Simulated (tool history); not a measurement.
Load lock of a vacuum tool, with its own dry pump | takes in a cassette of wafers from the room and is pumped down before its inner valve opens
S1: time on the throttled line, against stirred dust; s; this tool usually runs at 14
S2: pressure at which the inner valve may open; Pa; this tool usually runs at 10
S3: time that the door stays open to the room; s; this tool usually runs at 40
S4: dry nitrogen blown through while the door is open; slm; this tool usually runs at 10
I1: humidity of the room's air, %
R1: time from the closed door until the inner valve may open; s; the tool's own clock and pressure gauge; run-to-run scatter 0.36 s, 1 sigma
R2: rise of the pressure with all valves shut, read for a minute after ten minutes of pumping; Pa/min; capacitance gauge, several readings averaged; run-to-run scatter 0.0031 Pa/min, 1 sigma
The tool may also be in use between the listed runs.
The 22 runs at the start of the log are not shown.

run 23 day=416.762 | S1=11 S2=10 S3=40 S4=19 | I1=47.4 | R1=34.9 R2=0.06
run 24 day=440.65 | S1=11 S2=10 S3=40 S4=19 | I1=45.6 | R1=34.9 R2=0.07
run 25 day=455.904 | S1=11 S2=10 S3=40 S4=19 | I1=46 | R1=34.4 R2=0.062
run 26 day=482.458 | S1=18 S2=17 S3=40 S4=4 | I1=46.6 | R1=38.2 R2=0.09
run 27 day=499.696 | S1=18 S2=17 S3=40 S4=4 | I1=40.8 | R1=38.3 R2=0.082
run 28 day=526.408 | S1=18 S2=17 S3=209 S4=8 | I1=46.1 | R1=38.6 R2=0.189
run 29 day=539.492 | S1=18 S2=17 S3=209 S4=8 | I1=43.7 | R1=37.8 R2=0.179
run 30 day=557.938 | S1=18 S2=17 S3=31 S4=17 | I1=48.1 | R1=37.4 R2=0.063
run 31 day=573.229 | S1=18 S2=17 S3=31 S4=17 | I1=45 | R1=38.5 R2=0.06
run 32 day=601.658 | S1=18 S2=17 S3=31 S4=17 | I1=45.2 | R1=37.9 R2=0.062
run 33 day=620.521 | S1=8 S2=10 S3=40 S4=10 | I1=42.5 | R1=32.2 R2=0.074
run 34 day=632.367 | S1=23 S2=7 S3=40 S4=10 | I1=45.9 | R1=44.6 R2=0.078
-- day=649.142 door's seal changed, seat wiped
run 35 day=656.3 | S1=21 S2=7 S3=78 S4=10 | I1=44.1 | R1=42.9 R2=0.107
run 36 day=672.083 | S1=21 S2=10 S3=78 S4=10 | I1=46.6 | R1=41.5 R2=0.114

Each row is a separate what-if for the run after 36, all from the same tool condition, not one after another. Results?
run A day=694.004 | S1=14 S2=10 S3=40 S4=8 | I1=46.4 | R1=? R2=?
run B day=694.004 | S1=14 S2=18 S3=40 S4=10 | I1=47.3 | R1=? R2=?
run C day=694.004 | S1=21 S2=13 S3=69 S4=10 | I1=43.8 | R1=? R2=?

run=A R1=37.2 R2=0.079
run=B R1=35.3 R2=0.083
run=C R1=41.1 R2=0.1
What these runs would have given with no unlogged condition in the tool:
run=A R1=37.2 R2=0.079
run=B R1=35.3 R2=0.083
run=C R1=41.1 R2=0.1
